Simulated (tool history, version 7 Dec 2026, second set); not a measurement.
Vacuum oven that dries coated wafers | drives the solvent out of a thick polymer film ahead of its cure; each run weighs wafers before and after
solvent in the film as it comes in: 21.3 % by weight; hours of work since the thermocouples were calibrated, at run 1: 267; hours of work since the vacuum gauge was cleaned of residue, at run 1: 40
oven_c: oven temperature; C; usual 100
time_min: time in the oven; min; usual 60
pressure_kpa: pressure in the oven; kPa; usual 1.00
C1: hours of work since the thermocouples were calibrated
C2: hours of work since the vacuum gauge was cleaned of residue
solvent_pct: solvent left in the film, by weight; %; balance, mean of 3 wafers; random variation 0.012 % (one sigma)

Run 1, hour 0.0: usual settings; C1 267; C2 40. Result: solvent_pct 0.99 %.
Run 2, hour 16.1: usual settings; C1 278; C2 51. Result: solvent_pct 0.98 %.
Run 3, hour 34.8: usual settings but time_min 37 min; C1 291; C2 64. Result: solvent_pct 2.39 %.
Run 4, hour 50.4: usual settings but time_min 37 min; C1 302; C2 74. Result: solvent_pct 2.38 %.
Run 5, hour 78.6: usual settings but time_min 37 min; C1 321; C2 94. Result: solvent_pct 2.40 %.
Run 6, hour 93.3: usual settings but time_min 37 min; C1 331; C2 104. Result: solvent_pct 2.38 %.
Run 7, hour 109.2: usual settings; C1 342; C2 115. Result: solvent_pct 0.96 %.
Run 8, hour 134.3: usual settings but time_min 94 min; C1 360; C2 132. Result: solvent_pct 0.54 %.
Run 9, hour 150.8: usual settings; C1 371; C2 144. Result: solvent_pct 0.97 %.
Run 10, hour 170.0: usual settings; C1 384; C2 157. Result: solvent_pct 0.95 %.
Run 11, hour 198.0: usual settings but pressure_kpa 3.26 kPa; C1 404; C2 176. Result: solvent_pct 2.04 %.
Run 12, hour 219.1: usual settings; C1 418; C2 191. Result: solvent_pct 0.96 %.
Run 13, hour 242.2: usual settings; C1 434; C2 207. Result: solvent_pct 0.95 %.
Run 14, hour 257.7: usual settings but oven_c 98 C; C1 445; C2 218. Result: solvent_pct 1.26 %.
Run 15, hour 282.1: usual settings but oven_c 98 C; C1 462; C2 235. Result: solvent_pct 1.24 %.
Run 16, hour 294.5: usual settings but pressure_kpa 1.65 kPa; C1 471; C2 243. Result: solvent_pct 1.25 %.
Run 17, hour 320.3: usual settings but pressure_kpa 0.82 kPa; C1 488; C2 261. Result: solvent_pct 0.85 %.
Run 18, hour 342.6: usual settings; C1 504; C2 276. Result: solvent_pct 0.95 %.
Run 19, hour 369.3: usual settings but oven_c 93 C; C1 522; C2 295. Result: solvent_pct 2.34 %.
Run 20, hour 386.9: usual settings but oven_c 93 C; C1 534; C2 307. Result: solvent_pct 2.35 %.
Run 21, hour 400.7: usual settings; C1 544; C2 317. Result: solvent_pct 0.96 %.
Run 22, hour 415.6: usual settings; C1 554; C2 327. Result: solvent_pct 0.94 %.
Run 23, hour 443.5: usual settings; C1 573; C2 346. Result: solvent_pct 0.94 %.
Run 24, hour 460.8: usual settings; C1 585; C2 358. Result: solvent_pct 0.95 %.
Run 25, hour 484.5: usual settings but oven_c 95 C, pressure_kpa 0.77 kPa; C1 602; C2 374. Result: solvent_pct 1.69 %.
Run 26, hour 508.6: usual settings but oven_c 107 C, time_min 44 min, pressure_kpa 0.50 kPa; C1 618; C2 391. Result: solvent_pct 0.50 %.
At hour 512.8: oven's thermocouples calibrated.
Run 27, hour 536.7: usual settings but oven_c 107 C, time_min 44 min, pressure_kpa 0.50 kPa; C1 17; C2 409. Result: solvent_pct 0.60 %.
Run 28, hour 558.2: usual settings but oven_c 107 C, time_min 44 min, pressure_kpa 0.50 kPa; C1 31; C2 424. Result: solvent_pct 0.56 %.
Run 29, hour 576.1: usual settings but oven_c 107 C, time_min 44 min, pressure_kpa 0.50 kPa; C1 44; C2 436. Result: solvent_pct 0.58 %.
Run 30, hour 593.9: usual settings but oven_c 113 C, time_min 75 min, pressure_kpa 3.88 kPa; C1 56; C2 449. Result: solvent_pct 1.22 %.
Run 31, hour 610.9: usual settings but oven_c 103 C; C1 68; C2 460. Result: solvent_pct 0.77 %.
Run 32, hour 628.8: usual settings but oven_c 106 C, time_min 43 min, pressure_kpa 1.78 kPa; C1 80; C2 473. Result: solvent_pct 1.27 %.
Run 33, hour 647.8: usual settings but oven_c 106 C, time_min 43 min, pressure_kpa 1.78 kPa; C1 93; C2 486. Result: solvent_pct 1.23 %.
Run 34, hour 669.2: usual settings but oven_c 103 C, time_min 32 min; C1 108; C2 501. Result: solvent_pct 2.42 %.
Run 35, hour 696.5: usual settings but oven_c 103 C, time_min 32 min; C1 127; C2 520. Result: solvent_pct 2.43 %.
Run 36, hour 718.8: usual settings but time_min 78 min; C1 142; C2 535. Result: solvent_pct 0.74 %.
Run 37, hour 746.3: usual settings but oven_c 96 C, time_min 30 min; C1 161; C2 554. Result: solvent_pct 5.20 %.
Run 38, hour 760.8: usual settings but oven_c 96 C, time_min 32 min, pressure_kpa 1.99 kPa; C1 171; C2 564. Result: solvent_pct 5.29 %.
Run 39, hour 785.2: usual settings but oven_c 96 C, time_min 32 min, pressure_kpa 1.99 kPa; C1 188; C2 581. Result: solvent_pct 5.29 %.
Run 40, hour 803.8: usual settings but oven_c 96 C, time_min 32 min, pressure_kpa 1.99 kPa; C1 201; C2 594. Result: solvent_pct 5.26 %.
Run 41, hour 821.9: usual settings but oven_c 96 C, time_min 32 min, pressure_kpa 1.99 kPa; C1 214; C2 606. Result: solvent_pct 5.25 %.
Run 42, hour 842.2: usual settings but oven_c 108 C, pressure_kpa 3.61 kPa; C1 228; C2 620. Result: solvent_pct 1.41 %.
Run 43, hour 863.2: usual settings but oven_c 108 C, time_min 64 min, pressure_kpa 0.76 kPa; C1 242; C2 635. Result: solvent_pct 0.35 %.
Run 44, hour 876.0: usual settings but oven_c 108 C, time_min 64 min, pressure_kpa 0.76 kPa; C1 251; C2 644. Result: solvent_pct 0.34 %.
Run 45, hour 894.2: usual settings but oven_c 107 C, time_min 86 min, pressure_kpa 0.94 kPa; C1 264; C2 656. Result: solvent_pct 0.39 %.
Run 46, hour 920.5: usual settings but oven_c 86 C, time_min 94 min, pressure_kpa 0.65 kPa; C1 282; C2 674. Result: solvent_pct 2.68 %.
Run 47, hour 937.2: usual settings but oven_c 93 C, time_min 101 min, pressure_kpa 3.60 kPa; C1 293; C2 686. Result: solvent_pct 2.74 %.
Run 48, hour 950.0: usual settings but oven_c 99 C, pressure_kpa 0.75 kPa; C1 302; C2 695. Result: solvent_pct 1.14 %.

3 ways to go on from here, each from the tool as it stands after run 48. What would each give?
Run A, hour 971.8: usual settings but oven_c 93 C, time_min 75 min, pressure_kpa 1.18 kPa; C1 317; C2 710. Result: solvent_pct ?.
Run B, hour 971.8: usual settings but time_min 63 min, pressure_kpa 1.38 kPa; C1 317; C2 710. Result: solvent_pct ?.
Run C, hour 971.8: usual settings but oven_c 103 C, time_min 92 min; C1 317; C2 710. Result: solvent_pct ?.

run  solvent_pct
  A         1.94
  B         1.19
  C         0.54
Without the tool's hidden state the same runs would have given:
run  solvent_pct
  A         2.01
  B         1.22
  C         0.51

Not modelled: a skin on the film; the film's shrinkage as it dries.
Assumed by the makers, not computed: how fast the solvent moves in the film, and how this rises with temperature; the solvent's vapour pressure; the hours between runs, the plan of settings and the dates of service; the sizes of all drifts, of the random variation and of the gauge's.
